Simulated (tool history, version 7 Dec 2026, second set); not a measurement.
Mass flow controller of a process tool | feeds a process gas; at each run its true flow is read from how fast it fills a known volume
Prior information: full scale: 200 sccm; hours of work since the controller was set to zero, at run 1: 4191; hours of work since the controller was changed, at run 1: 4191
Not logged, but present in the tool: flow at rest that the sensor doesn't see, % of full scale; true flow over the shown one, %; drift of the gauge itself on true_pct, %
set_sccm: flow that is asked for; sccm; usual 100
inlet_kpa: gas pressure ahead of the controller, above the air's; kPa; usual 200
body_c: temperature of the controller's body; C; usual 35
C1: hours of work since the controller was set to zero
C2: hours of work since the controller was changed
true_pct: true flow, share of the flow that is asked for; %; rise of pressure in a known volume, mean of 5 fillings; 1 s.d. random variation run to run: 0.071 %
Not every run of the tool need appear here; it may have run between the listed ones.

run 1 hour=0.0 | set_sccm=100 inlet_kpa=200 body_c=35 | C1=4191 C2=4191 | true_pct=103.33
run 2 hour=289.7 | set_sccm=100 inlet_kpa=200 body_c=33 | C1=4378 C2=4378 | true_pct=103.33
run 3 hour=479.5 | set_sccm=66 inlet_kpa=200 body_c=35 | C1=4500 C2=4500 | true_pct=103.97
run 4 hour=859.5 | set_sccm=100 inlet_kpa=200 body_c=23 | C1=4746 C2=4746 | true_pct=102.86
run 5 hour=1069.1 | set_sccm=100 inlet_kpa=200 body_c=36 | C1=4881 C2=4881 | true_pct=104.10
run 6 hour=1298.9 | set_sccm=100 inlet_kpa=200 body_c=36 | C1=5029 C2=5029 | true_pct=104.34
run 7 hour=1531.3 | set_sccm=100 inlet_kpa=200 body_c=36 | C1=5179 C2=5179 | true_pct=104.42
run 8 hour=1840.6 | set_sccm=44 inlet_kpa=200 body_c=35 | C1=5379 C2=5379 | true_pct=106.31
run 9 hour=2065.3 | set_sccm=155 inlet_kpa=200 body_c=35 | C1=5524 C2=5524 | true_pct=104.78
-- hour=2183.3 controller exchanged for a calibrated one
run 10 hour=2466.4 | set_sccm=155 inlet_kpa=200 body_c=35 | C1=183 C2=183 | true_pct=100.48
run 11 hour=2678.3 | set_sccm=82 inlet_kpa=200 body_c=35 | C1=320 C2=320 | true_pct=99.66
run 12 hour=2932.0 | set_sccm=82 inlet_kpa=200 body_c=35 | C1=483 C2=483 | true_pct=99.84
run 13 hour=3306.1 | set_sccm=100 inlet_kpa=272 body_c=35 | C1=725 C2=725 | true_pct=99.82
run 14 hour=3564.3 | set_sccm=100 inlet_kpa=200 body_c=35 | C1=892 C2=892 | true_pct=100.34
run 15 hour=3883.1 | set_sccm=29 inlet_kpa=233 body_c=35 | C1=1097 C2=1097 | true_pct=100.24
run 16 hour=4139.8 | set_sccm=198 inlet_kpa=192 body_c=21 | C1=1263 C2=1263 | true_pct=100.66
run 17 hour=4376.0 | set_sccm=100 inlet_kpa=204 body_c=35 | C1=1416 C2=1416 | true_pct=100.80
run 18 hour=4743.1 | set_sccm=100 inlet_kpa=204 body_c=35 | C1=1653 C2=1653 | true_pct=101.11
run 19 hour=4935.0 | set_sccm=100 inlet_kpa=187 body_c=28 | C1=1776 C2=1776 | true_pct=100.76
run 20 hour=5316.7 | set_sccm=167 inlet_kpa=276 body_c=31 | C1=2023 C2=2023 | true_pct=101.31
run 21 hour=5581.1 | set_sccm=38 inlet_kpa=200 body_c=35 | C1=2194 C2=2194 | true_pct=101.98
run 22 hour=5913.9 | set_sccm=43 inlet_kpa=200 body_c=34 | C1=2408 C2=2408 | true_pct=102.12
run 23 hour=6124.0 | set_sccm=43 inlet_kpa=200 body_c=34 | C1=2544 C2=2544 | true_pct=102.21
run 24 hour=6516.9 | set_sccm=20 inlet_kpa=207 body_c=23 | C1=2798 C2=2798 | true_pct=104.11
run 25 hour=6713.7 | set_sccm=20 inlet_kpa=179 body_c=28 | C1=2925 C2=2925 | true_pct=104.98
run 26 hour=7139.3 | set_sccm=20 inlet_kpa=179 body_c=28 | C1=3200 C2=3200 | true_pct=105.56
run 27 hour=7415.2 | set_sccm=20 inlet_kpa=179 body_c=28 | C1=3378 C2=3378 | true_pct=106.09
run 28 hour=7865.8 | set_sccm=41 inlet_kpa=240 body_c=32 | C1=3669 C2=3669 | true_pct=103.65

Forecast each of these 4 alternatives for the next run:
run A hour=8260.9 | set_sccm=40 inlet_kpa=200 body_c=35 | C1=3924 C2=3924 | true_pct=?
run B hour=8260.9 | set_sccm=50 inlet_kpa=161 body_c=32 | C1=3924 C2=3924 | true_pct=?
run C hour=8260.9 | set_sccm=28 inlet_kpa=163 body_c=35 | C1=3924 C2=3924 | true_pct=?
run D hour=8260.9 | set_sccm=23 inlet_kpa=211 body_c=23 | C1=3924 C2=3924 | true_pct=?

run=A true_pct=104.61
run=B true_pct=103.95
run=C true_pct=106.18
run=D true_pct=105.89
The same runs, with their run-to-run variation unchanged, on a tool lacking any hidden condition would have given:
run=A true_pct=98.61
run=B true_pct=98.69
run=C true_pct=98.64
run=D true_pct=97.22
